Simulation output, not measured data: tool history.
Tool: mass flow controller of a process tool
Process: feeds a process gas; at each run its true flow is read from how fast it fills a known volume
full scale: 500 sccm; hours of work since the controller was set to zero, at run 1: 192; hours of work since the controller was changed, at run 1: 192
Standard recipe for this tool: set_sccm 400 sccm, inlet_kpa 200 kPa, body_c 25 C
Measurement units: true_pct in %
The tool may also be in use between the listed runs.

run	hour	set_sccm	inlet_kpa	body_c	hours of work since the controller was set to zero	hours of work since the controller was changed	true_pct
1	0.0	400	200	25	192	192	99.61
2	59.1	400	200	25	219	219	99.60
3	102.7	400	200	25	238	238	99.51
4	177.3	400	200	25	272	272	99.53
5	255.9	400	156	25	308	308	99.30
6	326.3	400	156	25	340	340	99.30
7	397.5	61	200	25	372	372	96.85
8	455.3	61	200	25	399	399	96.78
9	539.2	61	200	25	437	437	96.80
10	609.2	75	166	22	469	469	96.78
11	674.8	208	140	34	499	499	98.20
12	736.5	208	140	34	527	527	98.08
13	788.3	114	140	21	550	550	96.77
14	842.5	114	153	21	575	575	97.00
15	895.5	220	164	25	599	599	98.01
16	935.5	215	225	26	617	617	98.40
17	1005.7	450	225	22	649	649	99.96
18	1101.2	450	225	22	692	692	99.99

Some steps in true_pct, run to run, broken into two amounts with sign: the step expected even without the hidden condition (settings, incoming material, random variation), and the rest, left for the hidden condition together with whatever gauge scatter is not in both the measured and the hidden-condition-free result:
The tool's hidden condition here consists of: flow at rest that the sensor doesn't see, % of full scale; true flow over the shown one, %; drift of the gauge itself on true_pct, %.
Run 6 -> 7: set_sccm 400 -> 61, inlet_kpa 156 -> 200. true_pct -2.45 %: hidden state -0.58, all else -1.87.
